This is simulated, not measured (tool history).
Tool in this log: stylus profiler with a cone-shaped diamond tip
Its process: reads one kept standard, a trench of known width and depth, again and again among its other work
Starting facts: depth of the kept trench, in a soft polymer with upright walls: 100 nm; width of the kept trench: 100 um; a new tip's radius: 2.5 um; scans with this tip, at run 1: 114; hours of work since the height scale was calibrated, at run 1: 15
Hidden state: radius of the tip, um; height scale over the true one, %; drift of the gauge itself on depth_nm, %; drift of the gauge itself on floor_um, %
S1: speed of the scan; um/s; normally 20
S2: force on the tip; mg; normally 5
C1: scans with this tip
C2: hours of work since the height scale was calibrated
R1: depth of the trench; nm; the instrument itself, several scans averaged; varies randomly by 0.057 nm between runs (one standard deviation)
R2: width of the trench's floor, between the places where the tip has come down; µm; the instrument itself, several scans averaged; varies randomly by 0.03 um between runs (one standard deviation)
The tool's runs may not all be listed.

| run | hour | S1 | S2 | C1 | C2 | R1 | R2 |
|---|---|---|---|---|---|---|---|
| 1 | 0 | 20 | 5 | 114 | 15 | 102.44 | 98.57 |
| 2 | 14.7 | 20 | 3.15 | 187 | 25 | 101.97 | 98.58 |
| 3 | 25.3 | 20 | 3.15 | 239 | 32 | 101.86 | 98.5 |
| 4 | 35.1 | 20 | 3.15 | 288 | 39 | 101.88 | 98.53 |
| 5 | 43.6 | 20 | 5 | 329 | 44 | 102.48 | 98.57 |
| 6 | 57.7 | 20 | 5 | 399 | 54 | 102.53 | 98.48 |
| 7 | 69.8 | 20 | 5 | 459 | 62 | 102.51 | 98.48 |
| 8 | 82 | 20 | 5 | 519 | 70 | 102.56 | 98.55 |
|  | 83.7 | height scale calibrated on a step standard |
| 9 | 92.2 | 20 | 5 | 567 | 6 | 102.57 | 98.51 |
| 10 | 100 | 20 | 5 | 606 | 11 | 102.6 | 98.45 |
| 11 | 111.2 | 11 | 5 | 661 | 18 | 102.59 | 98.45 |
| 12 | 124.2 | 11 | 5 | 725 | 27 | 102.54 | 98.5 |
| 13 | 135.3 | 20 | 5 | 780 | 34 | 102.56 | 98.46 |
|  | 138.1 | height scale calibrated on a step standard, once more |
| 14 | 145.8 | 20 | 5 | 829 | 5 | 102.43 | 98.46 |
| 15 | 154.6 | 20 | 5 | 873 | 11 | 102.44 | 98.44 |
| 16 | 168.1 | 42 | 1.81 | 939 | 20 | 101.35 | 98.24 |
| 17 | 178.4 | 42 | 1.81 | 990 | 27 | 101.27 | 98.23 |
| 18 | 188.4 | 72 | 5 | 1040 | 33 | 102.49 | 98.29 |
| 19 | 197.7 | 72 | 5 | 1085 | 40 | 102.5 | 98.2 |
| 20 | 207.1 | 9 | 4.69 | 1132 | 46 | 102.38 | 98.53 |
| 21 | 219.3 | 9 | 4.69 | 1192 | 54 | 102.43 | 98.49 |
| 22 | 232.5 | 20 | 2.65 | 1257 | 63 | 101.68 | 98.44 |
| 23 | 239.6 | 8 | 11.05 | 1292 | 67 | 104.21 | 98.48 |
| 24 | 246.2 | 63 | 7.67 | 1325 | 72 | 103.47 | 98.33 |
| 25 | 256.3 | 14 | 2.33 | 1375 | 78 | 101.59 | 98.46 |

Hidden state or all else? Some run-to-run changes of R1, split into what the settings, what came in and random variation would give without the hidden state, and what is left for the hidden state (with any gauge scatter that isn't in both results):
Run 8 -> 9: height scale calibrated on a step standard. R1 +0.01 nm: hidden state +0.03, all else -0.02.
Run 13 -> 14: height scale calibrated on a step standard, once more. R1 -0.13 nm: hidden state -0.08, all else -0.05.
Run 22 -> 23: S1 20 -> 8, S2 2.65 -> 11.05. R1 +2.53 nm: hidden state +0, all else +2.53.
Run 24 -> 25: S1 63 -> 14, S2 7.67 -> 2.33. R1 -1.88 nm: hidden state -0.01, all else -1.87.

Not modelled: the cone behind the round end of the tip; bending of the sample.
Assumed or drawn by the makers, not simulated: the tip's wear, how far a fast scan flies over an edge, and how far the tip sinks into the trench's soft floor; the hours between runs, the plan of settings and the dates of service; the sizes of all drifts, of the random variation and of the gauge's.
